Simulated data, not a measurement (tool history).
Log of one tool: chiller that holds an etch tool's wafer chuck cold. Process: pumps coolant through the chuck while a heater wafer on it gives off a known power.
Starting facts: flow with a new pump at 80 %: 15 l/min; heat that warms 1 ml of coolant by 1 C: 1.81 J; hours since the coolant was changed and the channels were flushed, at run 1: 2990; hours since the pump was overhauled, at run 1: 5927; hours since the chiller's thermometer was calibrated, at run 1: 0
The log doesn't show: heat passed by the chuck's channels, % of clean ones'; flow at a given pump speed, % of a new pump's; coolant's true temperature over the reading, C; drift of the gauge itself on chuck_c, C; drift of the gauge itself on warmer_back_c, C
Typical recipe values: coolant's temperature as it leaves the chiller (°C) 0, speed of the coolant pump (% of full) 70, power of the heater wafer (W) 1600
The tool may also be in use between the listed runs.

| run | day | coolant's temperature as it leaves the chiller (°C) | speed of the coolant pump (% of full) | power of the heater wafer (W) | hours since the coolant was changed and the channels were flushed | hours since the pump was overhauled | hours since the chiller's thermometer was calibrated | chuck's temperature once it has settled (°C) | how much warmer the coolant comes back (C) |
|---|---|---|---|---|---|---|---|---|---|
| 1 | 0.000 | 0 | 70 | 1600 | 2990 | 5927 | 0 | 12.9 | 4.66 |
| 2 | 5.575 | 0 | 70 | 1600 | 3124 | 6061 | 134 | 12.9 | 4.71 |
| 3 | 10.671 | 0 | 70 | 1600 | 3247 | 6183 | 256 | 13.1 | 4.70 |
| 4 | 17.833 | 0 | 70 | 1600 | 3418 | 6355 | 428 | 13.2 | 4.64 |
| 5 | 24.000 | -9 | 70 | 1600 | 3567 | 6503 | 576 | 4.2 | 4.72 |
| 6 | 30.638 | -9 | 70 | 1600 | 3726 | 6662 | 735 | 4.2 | 4.79 |
| 7 | 35.854 | -9 | 70 | 1600 | 3851 | 6787 | 860 | 4.4 | 4.74 |
| 8 | 41.558 | 0 | 70 | 1420 | 3988 | 6924 | 997 | 12.0 | 4.29 |
| 9 | 46.888 | 0 | 70 | 1420 | 4116 | 7052 | 1125 | 12.0 | 4.30 |
| 10 | 51.388 | -8 | 70 | 1600 | 4224 | 7160 | 1233 | 5.5 | 4.86 |
| 11 | 57.579 | 8 | 70 | 1600 | 4372 | 7309 | 1382 | 21.7 | 4.87 |
| 12 | 65.150 | 8 | 70 | 1600 | 4554 | 7491 | 1564 | 21.8 | 4.83 |
| 13 | 71.754 | 8 | 70 | 1600 | 4713 | 7649 | 1722 | 22.0 | 4.94 |
| 14 | 77.696 | 8 | 70 | 1600 | 4855 | 7792 | 1865 | 22.2 | 4.90 |
| 15 | 85.142 | 8 | 70 | 1600 | 5034 | 7970 | 2043 | 22.1 | 4.89 |
| 16 | 91.292 | 9 | 72 | 1012 | 5181 | 8118 | 2191 | 17.8 | 3.03 |
| 17 | 94.612 | 10 | 70 | 1600 | 5261 | 8198 | 2271 | 24.5 | 4.96 |
|  | 95.525 | coolant pump overhauled |
|  | 102.433 | chiller's thermometer calibrated |
| 18 | 102.446 | 0 | 77 | 1808 | 5443 | 165 | 0 | 17.4 | 5.76 |
| 19 | 107.133 | 7 | 70 | 1600 | 5556 | 278 | 113 | 23.8 | 5.62 |
| 20 | 112.829 | -3 | 64 | 1600 | 5692 | 414 | 250 | 15.3 | 6.18 |
| 21 | 116.892 | 3 | 68 | 2361 | 5790 | 512 | 347 | 28.9 | 8.67 |
| 22 | 123.571 | 3 | 68 | 2361 | 5950 | 672 | 507 | 28.9 | 8.67 |
| 23 | 128.225 | -3 | 70 | 880 | 6062 | 784 | 619 | 6.4 | 3.20 |
| 24 | 131.638 | -8 | 73 | 1600 | 6144 | 866 | 701 | 8.7 | 5.52 |

Each run again, without the hidden state but with its own random variation kept:
| run | chuck's temperature once it has settled (°C) | how much warmer the coolant comes back (C) |
|---|---|---|
| 1 | 10.4 | 4.04 |
| 2 | 10.3 | 4.06 |
| 3 | 10.5 | 4.04 |
| 4 | 10.5 | 3.96 |
| 5 | 1.4 | 4.02 |
| 6 | 1.3 | 4.07 |
| 7 | 1.4 | 4.01 |
| 8 | 9.2 | 3.62 |
| 9 | 9.2 | 3.61 |
| 10 | 2.3 | 4.07 |
| 11 | 18.3 | 4.07 |
| 12 | 18.3 | 4.00 |
| 13 | 18.4 | 4.09 |
| 14 | 18.4 | 4.03 |
| 15 | 18.2 | 3.99 |
| 16 | 15.5 | 2.47 |
| 17 | 20.4 | 4.04 |
| 18 | 10.9 | 4.12 |
| 19 | 17.4 | 4.01 |
| 20 | 8.3 | 4.38 |
| 21 | 19.0 | 6.14 |
| 22 | 18.7 | 6.09 |
| 23 | 2.7 | 2.25 |
| 24 | 2.0 | 3.87 |
